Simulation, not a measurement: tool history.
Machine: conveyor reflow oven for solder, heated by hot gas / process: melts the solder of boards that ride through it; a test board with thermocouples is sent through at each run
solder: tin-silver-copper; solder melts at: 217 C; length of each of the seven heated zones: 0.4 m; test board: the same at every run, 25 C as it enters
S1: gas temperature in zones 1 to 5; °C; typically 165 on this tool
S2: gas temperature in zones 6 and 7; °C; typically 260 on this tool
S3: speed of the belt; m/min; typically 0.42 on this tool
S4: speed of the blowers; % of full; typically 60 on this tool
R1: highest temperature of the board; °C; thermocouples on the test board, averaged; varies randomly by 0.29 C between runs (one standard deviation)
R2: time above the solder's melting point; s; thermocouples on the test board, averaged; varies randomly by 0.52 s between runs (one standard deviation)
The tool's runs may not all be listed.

run	hour	S1	S2	S3	S4	R1	R2
1	0	165	260	0.42	60	237.2	57.2
2	14.1	165	260	0.42	60	236.9	56.6
3	25.1	165	260	0.42	60	236.8	57.9
4	38.3	165	260	0.42	60	237.1	56.6
5	49.9	165	260	0.42	60	236.7	56.5
6	60.2	165	260	0.361	60	242.5	78.7
7	77.6	165	260	0.42	60	236.8	57.4
8	87	165	260	0.42	60	236.9	56.7
9	97.9	165	260	0.483	60	231.2	36.6
10	116.5	174	260	0.42	60	238.9	64.4
11	130.7	174	260	0.42	60	238.6	63.8
12	142.9	174	260	0.42	60	239	63.9
13	162.5	174	260	0.42	60	237.9	64.9
14	178.6	174	260	0.42	60	239	64.7
15	187	153	251	0.42	60	226.7	29.3
16	197	161	269	0.42	60	243	63.4
17	213.7	161	269	0.42	60	242.3	63.8
18	229.1	161	269	0.418	83	250.6	77.8
19	239.8	161	269	0.418	83	250.4	77.8
20	251.8	161	269	0.418	83	250.7	78.9
21	271.8	161	269	0.418	83	251	76.6
22	291	171	269	0.472	83	247.9	70.3
23	304.4	171	261	0.472	64	235.5	48
24	316.7	165	254	0.42	60	230.7	44.7
25	336.7	168	273	0.42	58	246.3	71.3
26	352.4	158	260	0.42	79	240.8	62.2
27	365	172	260	0.46	60	233.7	46.7

Alternative continuations, all from the tool just after run 27; predict every row:
A	382.9	161	260	0.408	60	?	?
B	382.9	172	271	0.46	53	?	?
C	382.9	157	260	0.488	51	?	?

run	R1	R2
A	235.7	52.8
B	238.5	54.3
C	221.7	11.6
Without the tool's hidden state the same runs would have given:
run	R1	R2
A	237.8	56.9
B	240.6	57.8
C	223.9	16.9
